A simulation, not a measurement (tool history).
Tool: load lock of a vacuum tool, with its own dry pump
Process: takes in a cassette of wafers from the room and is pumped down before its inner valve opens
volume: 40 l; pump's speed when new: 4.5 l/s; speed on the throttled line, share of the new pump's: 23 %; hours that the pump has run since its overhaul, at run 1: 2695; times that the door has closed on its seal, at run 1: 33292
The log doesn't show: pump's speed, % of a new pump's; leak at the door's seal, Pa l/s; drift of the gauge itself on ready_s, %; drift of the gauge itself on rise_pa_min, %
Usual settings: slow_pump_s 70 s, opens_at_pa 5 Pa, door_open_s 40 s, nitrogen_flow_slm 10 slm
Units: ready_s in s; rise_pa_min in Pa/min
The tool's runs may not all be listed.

run	hour	slow_pump_s	opens_at_pa	door_open_s	nitrogen_flow_slm	hours that the pump has run since its overhaul	times that the door has closed on its seal	incoming humidity of the room's air, %	ready_s	rise_pa_min
1	0.0	70	5	40	10	2695	33292	44.5	141.8	0.019
2	167.5	70	5	40	10	2862	34007	45.3	143.2	0.028
3	320.5	70	5	40	10	3015	34661	46.2	143.7	0.024
4	501.2	70	5	40	10	3196	35433	47.0	141.8	0.023
5	642.1	70	5	40	10	3337	36035	46.8	143.2	0.022
6	735.9	70	5	40	10	3431	36435	45.8	144.6	0.015
7	873.2	69	5	138	7	3568	37022	47.3	141.7	0.029
8	1048.6	69	5	138	7	3743	37771	45.2	143.0	0.035
9	1167.8	70	9	103	24	3863	38280	43.3	137.8	0.021
10	1334.6	70	9	103	24	4029	38993	45.3	137.3	0.017

Run 11 comes next. What will it give?
11	1441.4	70	5	40	33	4136	39449	47.7	?	?

{"run 11": {"ready_s": 143.9, "rise_pa_min": 0.011}}
Without the tool's hidden state the same run would have given ready_s 143.9 s, rise_pa_min 0.011 Pa/min.
